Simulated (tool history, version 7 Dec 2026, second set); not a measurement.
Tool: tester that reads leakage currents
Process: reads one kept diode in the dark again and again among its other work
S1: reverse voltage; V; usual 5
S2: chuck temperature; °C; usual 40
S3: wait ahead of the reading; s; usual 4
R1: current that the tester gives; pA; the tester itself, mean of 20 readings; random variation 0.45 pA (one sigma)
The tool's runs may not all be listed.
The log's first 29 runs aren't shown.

Run 30, hour 1040.2: usual settings but S1 3.76 V. Result: R1 132.52 pA.
Run 31, hour 1080: usual settings but S1 9.25 V, S2 56 °C, S3 0.75 s. Result: R1 656.09 pA.
Run 32, hour 1124.1: usual settings but S1 9.25 V, S2 56 °C, S3 0.75 s. Result: R1 656.62 pA.
Run 33, hour 1143.7: usual settings but S3 0.79 s. Result: R1 158.21 pA.
Run 34, hour 1178.3: usual settings but S3 0.79 s. Result: R1 158.38 pA.
Run 35, hour 1201.2: usual settings but S1 11.59 V, S2 57 °C, S3 7.52 s. Result: R1 789.91 pA.
Run 36, hour 1220.6: usual settings but S1 2.01 V, S2 57 °C, S3 2.93 s. Result: R1 302.56 pA.
Run 37, hour 1267.5: usual settings but S1 11.1 V, S3 0.99 s. Result: R1 247.39 pA.
Run 38, hour 1289.3: usual settings but S1 1.9 V, S2 44 °C, S3 0.46 s. Result: R1 124.56 pA.

4 ways to go on from here, each from the tool as it stands after run 38. What would each give?
Run A, hour 1314.6: usual settings but S1 4.62 V. Result: R1 ?.
Run B, hour 1314.6: usual settings but S1 10.37 V. Result: R1 ?.
Run C, hour 1314.6: usual settings but S1 1.9 V, S2 44 °C, S3 0.92 s. Result: R1 ?.
Run D, hour 1314.6: usual settings but S3 6.67 s. Result: R1 ?.

run      R1
  A  151.04
  B  235.19
  C  123.08
  D  156.95
Without the tool's hidden state the same runs would have given:
run      R1
  A   143.9
  B  223.89
  C  117.54
  D  149.51
